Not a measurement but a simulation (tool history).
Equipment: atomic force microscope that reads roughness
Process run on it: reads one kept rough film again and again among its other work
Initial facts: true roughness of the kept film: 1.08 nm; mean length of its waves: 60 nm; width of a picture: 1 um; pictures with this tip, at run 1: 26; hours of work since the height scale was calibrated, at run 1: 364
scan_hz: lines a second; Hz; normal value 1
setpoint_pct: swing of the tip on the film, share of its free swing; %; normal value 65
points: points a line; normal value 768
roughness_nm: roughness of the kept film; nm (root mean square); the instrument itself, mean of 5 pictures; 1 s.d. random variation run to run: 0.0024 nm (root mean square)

run	hour	scan_hz	setpoint_pct	points	pictures with this tip	hours of work since the height scale was calibrated	roughness_nm
1	0	1	65	768	26	364	1.016
2	7.6	1	65	304	36	370	1.018
3	19.8	1.23	65	304	51	379	1.001
4	25.2	1.23	65	304	58	383	0.999
5	31.1	1	65	768	65	387	1.007
6	37.7	1	65	768	74	392	1.009

Predict the results of run 7:
# hour 39.3: height scale calibrated on a step standard
# hour 41.8: new tip fitted
7	49.2	1	65	768	9	7	?

{"run 7": {"roughness_nm": 1.015}}
On a tool with no hidden condition, and with the same random variation, this run would have come out at roughness_nm 1.024 nm (root mean square).
